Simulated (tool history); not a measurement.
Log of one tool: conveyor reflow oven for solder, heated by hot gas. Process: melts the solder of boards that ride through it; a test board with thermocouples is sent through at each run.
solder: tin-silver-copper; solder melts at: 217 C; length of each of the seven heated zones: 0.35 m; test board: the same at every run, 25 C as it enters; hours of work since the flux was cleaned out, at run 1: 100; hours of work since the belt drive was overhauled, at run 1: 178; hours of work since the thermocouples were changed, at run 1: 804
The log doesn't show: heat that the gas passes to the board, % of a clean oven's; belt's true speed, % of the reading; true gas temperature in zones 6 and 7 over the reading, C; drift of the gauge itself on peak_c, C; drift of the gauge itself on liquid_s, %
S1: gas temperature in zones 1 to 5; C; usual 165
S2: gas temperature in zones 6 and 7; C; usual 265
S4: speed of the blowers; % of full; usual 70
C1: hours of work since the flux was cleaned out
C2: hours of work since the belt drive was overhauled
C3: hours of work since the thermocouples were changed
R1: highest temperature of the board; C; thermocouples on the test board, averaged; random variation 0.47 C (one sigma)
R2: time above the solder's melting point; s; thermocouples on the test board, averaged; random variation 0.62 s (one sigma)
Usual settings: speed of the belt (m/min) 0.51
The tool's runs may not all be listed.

run 1 hour=0 | S1=165 S2=265 speed_of_the_belt_(m/min)=0.51 S4=70 | C1=100 C2=178 C3=804 | R1=249.6 R2=57.6
run 2 hour=26.5 | S1=165 S2=265 speed_of_the_belt_(m/min)=0.51 S4=70 | C1=114 C2=192 C3=818 | R1=249 R2=58.6
run 3 hour=55 | S1=165 S2=265 speed_of_the_belt_(m/min)=0.51 S4=66 | C1=129 C2=207 C3=833 | R1=249 R2=56.1
run 4 hour=87.7 | S1=165 S2=265 speed_of_the_belt_(m/min)=0.51 S4=70 | C1=146 C2=224 C3=850 | R1=249.2 R2=57.2
-- hour=97.6 thermocouples of zones 6 and 7 changed
run 5 hour=128.3 | S1=165 S2=265 speed_of_the_belt_(m/min)=0.51 S4=70 | C1=167 C2=245 C3=16 | R1=250.8 R2=58.5
run 6 hour=147.9 | S1=165 S2=265 speed_of_the_belt_(m/min)=0.51 S4=70 | C1=177 C2=255 C3=27 | R1=250.5 R2=59.1
run 7 hour=172.3 | S1=165 S2=265 speed_of_the_belt_(m/min)=0.51 S4=70 | C1=190 C2=268 C3=39 | R1=250.5 R2=57
run 8 hour=202.7 | S1=156 S2=265 speed_of_the_belt_(m/min)=0.51 S4=70 | C1=206 C2=284 C3=55 | R1=248 R2=54.1
run 9 hour=229.8 | S1=153 S2=265 speed_of_the_belt_(m/min)=0.51 S4=70 | C1=220 C2=298 C3=70 | R1=248.2 R2=53
run 10 hour=263.5 | S1=153 S2=265 speed_of_the_belt_(m/min)=0.51 S4=70 | C1=238 C2=316 C3=87 | R1=248.1 R2=51.8
run 11 hour=290.2 | S1=153 S2=265 speed_of_the_belt_(m/min)=0.51 S4=58 | C1=252 C2=330 C3=102 | R1=245.8 R2=49
run 12 hour=316.2 | S1=153 S2=265 speed_of_the_belt_(m/min)=0.51 S4=58 | C1=266 C2=344 C3=115 | R1=246.1 R2=49.7
run 13 hour=334.8 | S1=153 S2=261 speed_of_the_belt_(m/min)=0.51 S4=58 | C1=276 C2=353 C3=125 | R1=242.1 R2=45.8
run 14 hour=352.4 | S1=153 S2=261 speed_of_the_belt_(m/min)=0.51 S4=58 | C1=285 C2=363 C3=134 | R1=242.2 R2=46.3
run 15 hour=372.8 | S1=153 S2=261 speed_of_the_belt_(m/min)=0.51 S4=58 | C1=296 C2=373 C3=145 | R1=242 R2=44.6
run 16 hour=407.5 | S1=180 S2=265 speed_of_the_belt_(m/min)=0.519 S4=70 | C1=314 C2=392 C3=163 | R1=250.5 R2=62.5
run 17 hour=439.3 | S1=170 S2=265 speed_of_the_belt_(m/min)=0.519 S4=70 | C1=331 C2=408 C3=180 | R1=249.6 R2=57.6
run 18 hour=460.2 | S1=155 S2=265 speed_of_the_belt_(m/min)=0.51 S4=70 | C1=342 C2=419 C3=191 | R1=247.5 R2=51.7
run 19 hour=500.4 | S1=152 S2=273 speed_of_the_belt_(m/min)=0.51 S4=82 | C1=363 C2=441 C3=212 | R1=254.7 R2=57.7
run 20 hour=532.5 | S1=157 S2=277 speed_of_the_belt_(m/min)=0.549 S4=71 | C1=380 C2=458 C3=229 | R1=255.2 R2=53.7
-- hour=539.9 belt drive overhauled, speed set with a stopwatch
-- hour=556.7 flux residue cleaned out of gas plates and filters
run 21 hour=581 | S1=159 S2=273 speed_of_the_belt_(m/min)=0.55 S4=71 | C1=13 C2=19 C3=250 | R1=256.7 R2=56.2
run 22 hour=606.3 | S1=165 S2=265 speed_of_the_belt_(m/min)=0.51 S4=62 | C1=26 C2=32 C3=263 | R1=251 R2=57.6
run 23 hour=625.5 | S1=165 S2=278 speed_of_the_belt_(m/min)=0.51 S4=63 | C1=36 C2=43 C3=274 | R1=262.9 R2=65.8
run 24 hour=651.8 | S1=165 S2=278 speed_of_the_belt_(m/min)=0.51 S4=63 | C1=50 C2=56 C3=287 | R1=261.8 R2=66.7
run 25 hour=692 | S1=160 S2=278 speed_of_the_belt_(m/min)=0.51 S4=63 | C1=71 C2=78 C3=309 | R1=261.9 R2=63.6
-- hour=698.6 belt drive overhauled, speed set with a stopwatch, once more
run 26 hour=726.2 | S1=160 S2=278 speed_of_the_belt_(m/min)=0.597 S4=63 | C1=87 C2=15 C3=325 | R1=254.4 R2=49.8
run 27 hour=749.2 | S1=173 S2=265 speed_of_the_belt_(m/min)=0.578 S4=70 | C1=99 C2=27 C3=337 | R1=248.3 R2=51.3
run 28 hour=783 | S1=172 S2=270 speed_of_the_belt_(m/min)=0.51 S4=70 | C1=117 C2=44 C3=354 | R1=256.2 R2=63.6
run 29 hour=818.2 | S1=158 S2=265 speed_of_the_belt_(m/min)=0.445 S4=70 | C1=136 C2=63 C3=373 | R1=253.3 R2=69.2
run 30 hour=839.2 | S1=158 S2=265 speed_of_the_belt_(m/min)=0.445 S4=70 | C1=147 C2=74 C3=384 | R1=253.3 R2=67.7

Hidden state at the last listed run before each entry between runs and at the first one after, where it differs:
Between runs 4 and 5: thermocouples of zones 6 and 7 changed (hour 97.6)
  heat that the gas passes to the board, % of a clean oven's: 93 -> 92.2; belt's true speed, % of the reading: 99.87 -> 99.85; true gas temperature in zones 6 and 7 over the reading, C: -2.88 -> -0.3
  measured less the result without the state, R1: -4 -> -1.7 C; R2: -3.4 -> -1.8 s
Between runs 20 and 21: belt drive overhauled, speed set with a stopwatch (hour 539.9); flux residue cleaned out of gas plates and filters (hour 556.7)
  heat that the gas passes to the board, % of a clean oven's: 84.1 -> 99.1; belt's true speed, % of the reading: 99.63 -> 99.54; true gas temperature in zones 6 and 7 over the reading, C: -1.02 -> -1.08
  measured less the result without the state, R1: -5 -> -1 C; R2: -3.8 -> -0.4 s
Between runs 25 and 26: belt drive overhauled, speed set with a stopwatch, once more (hour 698.6)
  heat that the gas passes to the board, % of a clean oven's: 96.6 -> 95.9; belt's true speed, % of the reading: 99.48 -> 99.94; true gas temperature in zones 6 and 7 over the reading, C: -1.28 -> -1.33
  measured less the result without the state, R1: -1.8 -> -2.2 C; R2: -0.9 -> -1.5 s
